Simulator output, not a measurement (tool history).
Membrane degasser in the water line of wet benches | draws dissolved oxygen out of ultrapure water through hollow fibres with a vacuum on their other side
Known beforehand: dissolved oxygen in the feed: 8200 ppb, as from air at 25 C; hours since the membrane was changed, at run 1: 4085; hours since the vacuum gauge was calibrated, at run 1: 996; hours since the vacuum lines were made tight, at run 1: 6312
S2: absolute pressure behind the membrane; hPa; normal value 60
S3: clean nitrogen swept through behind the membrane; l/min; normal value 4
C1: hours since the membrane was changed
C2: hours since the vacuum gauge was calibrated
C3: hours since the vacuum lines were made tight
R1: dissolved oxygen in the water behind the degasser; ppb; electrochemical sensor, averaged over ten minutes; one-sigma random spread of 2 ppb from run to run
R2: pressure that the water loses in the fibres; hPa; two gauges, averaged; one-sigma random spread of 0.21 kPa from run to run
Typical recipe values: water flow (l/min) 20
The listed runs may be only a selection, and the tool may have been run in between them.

{"run": 1, "hour": 0.0, "water flow (l/min)": 20, "S2": 60, "S3": 4, "C1": 4085, "C2": 996, "C3": 6312, "R1": 210.3, "R2": 507.8}
{"run": 2, "hour": 102.2, "water flow (l/min)": 14, "S2": 60, "S3": 4, "C1": 4188, "C2": 1098, "C3": 6414, "R1": 72.1, "R2": 355.8}
{"run": 3, "hour": 174.3, "water flow (l/min)": 20, "S2": 60, "S3": 4, "C1": 4260, "C2": 1170, "C3": 6486, "R1": 214.2, "R2": 512}
{"run": 4, "hour": 254.4, "water flow (l/min)": 21, "S2": 60, "S3": 4, "C1": 4340, "C2": 1251, "C3": 6566, "R1": 245, "R2": 537.2}
{"run": 5, "hour": 389.6, "water flow (l/min)": 21, "S2": 60, "S3": 4, "C1": 4475, "C2": 1386, "C3": 6702, "R1": 245.8, "R2": 539.9}
{"run": 6, "hour": 516.5, "water flow (l/min)": 21, "S2": 60, "S3": 4, "C1": 4602, "C2": 1513, "C3": 6829, "R1": 243.6, "R2": 536.4}
{"run": 7, "hour": 598.6, "water flow (l/min)": 20, "S2": 70.8, "S3": 4, "C1": 4684, "C2": 1595, "C3": 6911, "R1": 224.5, "R2": 510}
{"run": 8, "hour": 716.6, "water flow (l/min)": 16, "S2": 60, "S3": 4, "C1": 4802, "C2": 1713, "C3": 7029, "R1": 110, "R2": 409.3}
{"run": 9, "hour": 873.5, "water flow (l/min)": 16, "S2": 60, "S3": 4, "C1": 4959, "C2": 1870, "C3": 7186, "R1": 112.3, "R2": 411.1}
{"run": 10, "hour": 969.8, "water flow (l/min)": 16, "S2": 60, "S3": 4, "C1": 5055, "C2": 1966, "C3": 7282, "R1": 113.1, "R2": 410.7}
{"run": 11, "hour": 1137.7, "water flow (l/min)": 16, "S2": 60, "S3": 4, "C1": 5223, "C2": 2134, "C3": 7450, "R1": 113.1, "R2": 414.8}
{"run": 12, "hour": 1243.2, "water flow (l/min)": 16, "S2": 60, "S3": 4, "C1": 5329, "C2": 2239, "C3": 7555, "R1": 110.7, "R2": 413.3}
{"run": 13, "hour": 1370.9, "water flow (l/min)": 15, "S2": 60, "S3": 4, "C1": 5456, "C2": 2367, "C3": 7683, "R1": 93.3, "R2": 383.5}
{"run": 14, "hour": 1461.2, "water flow (l/min)": 20, "S2": 60, "S3": 4, "C1": 5547, "C2": 2457, "C3": 7773, "R1": 218.1, "R2": 516.5}
{"run": 15, "hour": 1601.2, "water flow (l/min)": 20, "S2": 62.5, "S3": 4, "C1": 5687, "C2": 2597, "C3": 7913, "R1": 221.5, "R2": 512.7}
{"run": 16, "hour": 1714.7, "water flow (l/min)": 20, "S2": 60, "S3": 4, "C1": 5800, "C2": 2711, "C3": 8027, "R1": 218.6, "R2": 514.8}
{"hour": 1793.5, "done": "seals of the vacuum lines changed"}
{"run": 17, "hour": 1873.2, "water flow (l/min)": 20, "S2": 45.3, "S3": 10.44, "C1": 5957, "C2": 2867, "C3": 80, "R1": 190.3, "R2": 518.7}
{"run": 18, "hour": 2002.4, "water flow (l/min)": 32, "S2": 93.8, "S3": 5.59, "C1": 6086, "C2": 2997, "C3": 209, "R1": 704.6, "R2": 830.3}
{"run": 19, "hour": 2129.5, "water flow (l/min)": 20, "S2": 112.5, "S3": 5.51, "C1": 6213, "C2": 3124, "C3": 336, "R1": 260.4, "R2": 513.7}
{"run": 20, "hour": 2292.5, "water flow (l/min)": 20, "S2": 112.5, "S3": 5.51, "C1": 6376, "C2": 3287, "C3": 499, "R1": 255.2, "R2": 517.2}
{"run": 21, "hour": 2386.5, "water flow (l/min)": 20, "S2": 112.5, "S3": 5.51, "C1": 6470, "C2": 3381, "C3": 593, "R1": 252.9, "R2": 520.4}
{"run": 22, "hour": 2550.2, "water flow (l/min)": 20, "S2": 62.9, "S3": 4, "C1": 6634, "C2": 3544, "C3": 757, "R1": 226.7, "R2": 518.6}
{"run": 23, "hour": 2687.7, "water flow (l/min)": 20, "S2": 62.9, "S3": 4, "C1": 6771, "C2": 3682, "C3": 894, "R1": 224.3, "R2": 518.8}
{"run": 24, "hour": 2771.4, "water flow (l/min)": 29, "S2": 84.5, "S3": 5.91, "C1": 6855, "C2": 3766, "C3": 978, "R1": 578.7, "R2": 753.6}
{"run": 25, "hour": 2913.7, "water flow (l/min)": 29, "S2": 84.5, "S3": 5.91, "C1": 6997, "C2": 3908, "C3": 1120, "R1": 568.8, "R2": 758.3}
{"run": 26, "hour": 3031.4, "water flow (l/min)": 26, "S2": 44.9, "S3": 10.11, "C1": 7115, "C2": 4025, "C3": 1238, "R1": 405.7, "R2": 677.7}
{"run": 27, "hour": 3156.2, "water flow (l/min)": 26, "S2": 44.9, "S3": 10.11, "C1": 7240, "C2": 4150, "C3": 1363, "R1": 403.7, "R2": 677.6}

Forecast run 28:
{"run": 28, "hour": 3259.7, "water flow (l/min)": 29, "S2": 83.4, "S3": 2.13, "C1": 7343, "C2": 4254, "C3": 1466, "R1": "?", "R2": "?"}

R1: 650 ppb
R2: 750.1 hPa
Take away the tool's hidden state, keep the run-to-run variation as it was, and the same run would have given R1 594.8 ppb, R2 721.7 hPa.

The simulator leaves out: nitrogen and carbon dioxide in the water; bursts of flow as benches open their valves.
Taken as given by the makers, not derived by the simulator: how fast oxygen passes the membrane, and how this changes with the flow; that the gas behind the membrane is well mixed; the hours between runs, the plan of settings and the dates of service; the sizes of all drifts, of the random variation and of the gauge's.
